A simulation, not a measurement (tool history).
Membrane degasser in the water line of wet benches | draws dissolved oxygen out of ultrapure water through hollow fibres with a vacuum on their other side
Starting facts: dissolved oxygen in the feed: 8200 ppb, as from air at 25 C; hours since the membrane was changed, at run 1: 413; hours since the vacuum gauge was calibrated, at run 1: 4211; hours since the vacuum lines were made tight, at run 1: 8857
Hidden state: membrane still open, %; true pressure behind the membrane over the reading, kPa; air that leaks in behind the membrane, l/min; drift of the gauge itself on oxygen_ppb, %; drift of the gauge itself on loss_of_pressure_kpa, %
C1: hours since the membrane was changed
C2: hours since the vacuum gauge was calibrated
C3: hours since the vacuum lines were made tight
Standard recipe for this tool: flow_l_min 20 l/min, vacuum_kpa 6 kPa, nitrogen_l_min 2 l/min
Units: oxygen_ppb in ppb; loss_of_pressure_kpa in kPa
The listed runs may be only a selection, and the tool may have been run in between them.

Run 1, hour 0: usual settings; C1 413; C2 4211; C3 8857. Result: oxygen_ppb 97 ppb, loss_of_pressure_kpa 32.4 kPa.
Run 2, hour 164.2: usual settings; C1 577; C2 4375; C3 9021. Result: oxygen_ppb 99.4 ppb, loss_of_pressure_kpa 32.76 kPa.
Run 3, hour 235.9: usual settings but flow_l_min 18 l/min; C1 649; C2 4447; C3 9093. Result: oxygen_ppb 81.5 ppb, loss_of_pressure_kpa 29.12 kPa.
Run 4, hour 357.3: usual settings but nitrogen_l_min 1.67 l/min; C1 770; C2 4568; C3 9214. Result: oxygen_ppb 109.7 ppb, loss_of_pressure_kpa 32.53 kPa.
Run 5, hour 497.8: usual settings but nitrogen_l_min 1.67 l/min; C1 911; C2 4709; C3 9355. Result: oxygen_ppb 112.3 ppb, loss_of_pressure_kpa 32.81 kPa.
Run 6, hour 661.9: usual settings; C1 1075; C2 4873; C3 9519. Result: oxygen_ppb 98.5 ppb, loss_of_pressure_kpa 32.76 kPa.
Run 7, hour 762.8: usual settings but nitrogen_l_min 4.47 l/min; C1 1176; C2 4974; C3 9620. Result: oxygen_ppb 64.2 ppb, loss_of_pressure_kpa 32.85 kPa.
At hour 802.2: vacuum gauge calibrated.
Run 8, hour 900.2: usual settings but vacuum_kpa 12.49 kPa; C1 1313; C2 98; C3 9757. Result: oxygen_ppb 249.4 ppb, loss_of_pressure_kpa 33.15 kPa.
Run 9, hour 1015.5: usual settings but vacuum_kpa 12.49 kPa; C1 1428; C2 213; C3 9872. Result: oxygen_ppb 249 ppb, loss_of_pressure_kpa 33.15 kPa.
Run 10, hour 1168.2: usual settings but vacuum_kpa 12.49 kPa; C1 1581; C2 366; C3 10025. Result: oxygen_ppb 246.7 ppb, loss_of_pressure_kpa 32.84 kPa.
Run 11, hour 1319.3: usual settings but vacuum_kpa 4.86 kPa, nitrogen_l_min 0.87 l/min; C1 1732; C2 517; C3 10176. Result: oxygen_ppb 113.8 ppb, loss_of_pressure_kpa 33.32 kPa.
Run 12, hour 1482.9: usual settings but vacuum_kpa 4.86 kPa, nitrogen_l_min 0.87 l/min; C1 1895; C2 681; C3 10339. Result: oxygen_ppb 113.9 ppb, loss_of_pressure_kpa 33.12 kPa.
Run 13, hour 1570.3: usual settings but vacuum_kpa 4.86 kPa, nitrogen_l_min 0.87 l/min; C1 1983; C2 768; C3 10427. Result: oxygen_ppb 114.8 ppb, loss_of_pressure_kpa 33.28 kPa.
Run 14, hour 1658.9: usual settings but vacuum_kpa 4.86 kPa, nitrogen_l_min 0.87 l/min; C1 2071; C2 857; C3 10515. Result: oxygen_ppb 115.3 ppb, loss_of_pressure_kpa 33.28 kPa.
Run 15, hour 1789.9: usual settings but flow_l_min 13 l/min, vacuum_kpa 9.74 kPa; C1 2202; C2 988; C3 10646. Result: oxygen_ppb 107.6 ppb, loss_of_pressure_kpa 21.51 kPa.
Run 16, hour 1962.1: usual settings but flow_l_min 28 l/min, nitrogen_l_min 3.22 l/min; C1 2374; C2 1160; C3 10819. Result: oxygen_ppb 150.4 ppb, loss_of_pressure_kpa 47.2 kPa.
At hour 2010.4: gauge calibrated.
Run 17, hour 2035.1: usual settings but vacuum_kpa 6.19 kPa; C1 2447; C2 1233; C3 10891. Result: oxygen_ppb 102.4 ppb, loss_of_pressure_kpa 32.74 kPa.
Run 18, hour 2168: usual settings but vacuum_kpa 9.28 kPa, nitrogen_l_min 1.13 l/min; C1 2580; C2 1366; C3 11024. Result: oxygen_ppb 271.1 ppb, loss_of_pressure_kpa 32.39 kPa.

Forecast each of these 4 alternatives for the next run:
Run A, hour 2270.9: usual settings but flow_l_min 13 l/min, nitrogen_l_min 1.1 l/min; C1 2683; C2 1469; C3 11127. Result: oxygen_ppb ?, loss_of_pressure_kpa ?.
Run B, hour 2270.9: usual settings but vacuum_kpa 7.14 kPa; C1 2683; C2 1469; C3 11127. Result: oxygen_ppb ?, loss_of_pressure_kpa ?.
Run C, hour 2270.9: usual settings but vacuum_kpa 9.28 kPa, nitrogen_l_min 0.96 l/min; C1 2683; C2 1469; C3 11127. Result: oxygen_ppb ?, loss_of_pressure_kpa ?.
Run D, hour 2270.9: usual settings but vacuum_kpa 4.73 kPa; C1 2683; C2 1469; C3 11127. Result: oxygen_ppb ?, loss_of_pressure_kpa ?.

run  oxygen_ppb  loss_of_pressure_kpa
  A        81.3                 21.17
  B       126.3                 32.43
  C       306.9                 32.48
  D        67.1                 32.41
Had the tool no hidden state, the same runs would have come out as:
run  oxygen_ppb  loss_of_pressure_kpa
  A        81.3                 21.08
  B       126.2                 32.31
  C       306.7                 32.35
  D        67.1                 32.28
